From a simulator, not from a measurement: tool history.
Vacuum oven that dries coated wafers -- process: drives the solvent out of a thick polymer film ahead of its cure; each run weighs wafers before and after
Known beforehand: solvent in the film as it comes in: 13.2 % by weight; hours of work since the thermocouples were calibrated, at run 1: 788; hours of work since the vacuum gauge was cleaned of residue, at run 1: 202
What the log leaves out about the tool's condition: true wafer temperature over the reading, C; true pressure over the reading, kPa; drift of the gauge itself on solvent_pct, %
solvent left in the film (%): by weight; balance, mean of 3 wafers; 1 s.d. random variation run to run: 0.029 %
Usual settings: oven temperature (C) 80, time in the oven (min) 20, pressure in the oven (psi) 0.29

run,hour,oven temperature (C),time in the oven (min),pressure in the oven (psi),hours of work since the thermocouples were calibrated,hours of work since the vacuum gauge was cleaned of residue,solvent left in the film (%)
1,0,80,20,0.29,788,202,2.27
2,13.9,80,20,0.29,795,209,2.26
3,21.8,95,20,0.29,799,213,1.04
4,36.8,80,20,0.631,806,220,4.14
5,46.8,92,20,0.631,811,225,2.38
6,58.7,80,20,0.29,817,231,2.29
7,65.7,80,19,0.29,821,235,2.42
# hour 68.2: vacuum gauge cleaned of residue and calibrated
8,73.9,80,19,0.29,824,3,2.37
9,80.6,80,20,0.492,827,6,3.42
10,90.4,80,12,0.29,832,11,3.5
11,100.5,80,12,0.29,837,16,3.45
12,110.4,67,12,0.806,842,21,9.85
13,119.7,67,12,0.806,847,26,9.79
14,129.1,65,20,0.577,852,31,7.79
15,140.7,65,20,0.577,857,36,7.77
# hour 149.2: vacuum gauge cleaned of residue and calibrated, once more
16,155.9,65,20,0.577,864,3,7.64
17,166.5,65,20,0.577,870,9,7.6
18,179.1,80,14,0.29,876,15,2.96
19,191.5,80,14,0.29,882,21,2.99

Forecast each of these 3 alternatives for the next run:
A,198.5,80,10,0.29,886,25,?
B,198.5,80,11,0.447,886,25,?
C,198.5,77,30,1.143,886,25,?

run,solvent left in the film (%)
A,3.94
B,4.39
C,7.58
Without the tool's unlogged condition, the same runs would have read:
run,solvent left in the film (%)
A,3.61
B,4.03
C,7.04
